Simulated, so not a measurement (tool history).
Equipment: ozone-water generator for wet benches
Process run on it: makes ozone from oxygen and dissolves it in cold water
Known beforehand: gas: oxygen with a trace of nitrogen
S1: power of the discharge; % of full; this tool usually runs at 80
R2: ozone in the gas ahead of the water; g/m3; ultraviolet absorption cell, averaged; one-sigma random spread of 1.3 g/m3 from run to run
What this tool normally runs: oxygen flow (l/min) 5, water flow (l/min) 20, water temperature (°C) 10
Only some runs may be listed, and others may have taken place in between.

Run 1, hour 0: usual settings. Result: dissolved ozone (ppm) 21.2, R2 241.3 g/m3.
Run 2, hour 104.9: usual settings but S1 90 % of full. Result: dissolved ozone (ppm) 22.5, R2 258.5 g/m3.
Run 3, hour 203.6: usual settings but S1 90 % of full. Result: dissolved ozone (ppm) 22.4, R2 261.1 g/m3.
Run 4, hour 345.2: usual settings but S1 90 % of full. Result: dissolved ozone (ppm) 22.5, R2 257.6 g/m3.
Run 5, hour 544: usual settings but S1 90 % of full. Result: dissolved ozone (ppm) 22, R2 255.8 g/m3.
Run 6, hour 632.6: usual settings but oxygen flow (l/min) 5.38. Result: dissolved ozone (ppm) 20.9, R2 232.5 g/m3.
Run 7, hour 814.1: usual settings but oxygen flow (l/min) 5.38. Result: dissolved ozone (ppm) 20.4, R2 228.5 g/m3.
Run 8, hour 1008: usual settings but oxygen flow (l/min) 5.38. Result: dissolved ozone (ppm) 20.8, R2 230.9 g/m3.
At hour 1126.3: water thermometer calibrated.
Run 9, hour 1186.4: usual settings but oxygen flow (l/min) 5.38. Result: dissolved ozone (ppm) 20.4, R2 228.5 g/m3.
Run 10, hour 1333.5: usual settings but oxygen flow (l/min) 3.72. Result: dissolved ozone (ppm) 18.7, R2 262.1 g/m3.
Run 11, hour 1472.4: usual settings but oxygen flow (l/min) 3.72. Result: dissolved ozone (ppm) 18.8, R2 264.4 g/m3.
Run 12, hour 1578: usual settings but oxygen flow (l/min) 3.72. Result: dissolved ozone (ppm) 18.7, R2 263.2 g/m3.
Run 13, hour 1710.5: usual settings but S1 71 % of full, oxygen flow (l/min) 8.39, water flow (l/min) 14, water temperature (°C) 6. Result: dissolved ozone (ppm) 29.3, R2 176.3 g/m3.
At hour 1725.4: contactor cleaned.
Run 14, hour 1908: usual settings but S1 71 % of full, oxygen flow (l/min) 8.39, water flow (l/min) 14, water temperature (°C) 6. Result: dissolved ozone (ppm) 28.5, R2 176.5 g/m3.
Run 15, hour 2089.8: usual settings but S1 42 % of full, oxygen flow (l/min) 8.68, water flow (l/min) 24, water temperature (°C) 15. Result: dissolved ozone (ppm) 11.2, R2 123.5 g/m3.
Run 16, hour 2294.3: usual settings but oxygen flow (l/min) 8.68, water flow (l/min) 24, water temperature (°C) 7. Result: dissolved ozone (ppm) 19, R2 186.3 g/m3.
At hour 2311.7: contactor cleaned, once more.
Run 17, hour 2426.1: usual settings but S1 67 % of full, oxygen flow (l/min) 6.5. Result: dissolved ozone (ppm) 19.3, R2 185.2 g/m3.
Run 18, hour 2571.6: usual settings but S1 67 % of full, oxygen flow (l/min) 4.39, water flow (l/min) 14, water temperature (°C) 6. Result: dissolved ozone (ppm) 25.8, R2 217.7 g/m3.
Run 19, hour 2726.7: usual settings but S1 43 % of full, oxygen flow (l/min) 4.36, water flow (l/min) 16, water temperature (°C) 6. Result: dissolved ozone (ppm) 17.2, R2 165.3 g/m3.
Run 20, hour 2841.7: usual settings but oxygen flow (l/min) 8.2, water flow (l/min) 19, water temperature (°C) 7. Result: dissolved ozone (ppm) 23.8, R2 186.4 g/m3.
Run 21, hour 2945.5: usual settings but oxygen flow (l/min) 8.2, water flow (l/min) 19, water temperature (°C) 7. Result: dissolved ozone (ppm) 23.8, R2 188.7 g/m3.
Run 22, hour 3131.3: usual settings but S1 58 % of full, oxygen flow (l/min) 7.1, water flow (l/min) 19, water temperature (°C) 6. Result: dissolved ozone (ppm) 19.1, R2 161.8 g/m3.

What if the next run were any one of these 3? Each begins from the tool's condition after run 22:
Run A, hour 3305.4: usual settings but S1 46 % of full, oxygen flow (l/min) 5.51. Result: dissolved ozone (ppm) ?, R2 ?.
Run B, hour 3305.4: usual settings but S1 58 % of full, oxygen flow (l/min) 7.1, water flow (l/min) 19, water temperature (°C) 7. Result: dissolved ozone (ppm) ?, R2 ?.
Run C, hour 3305.4: usual settings but S1 57 % of full, oxygen flow (l/min) 3.81, water temperature (°C) 6. Result: dissolved ozone (ppm) ?, R2 ?.

run  dissolved ozone (ppm)     R2
  A                   14.4  156.7
  B                   18.6  163.2
  C                   15.5  204.6
Stripped of hidden state, with their random variation kept, the same runs would have yielded:
run  dissolved ozone (ppm)     R2
  A                   15.2  163.8
  B                   19.9  172.1
  C                   16.6  215.6
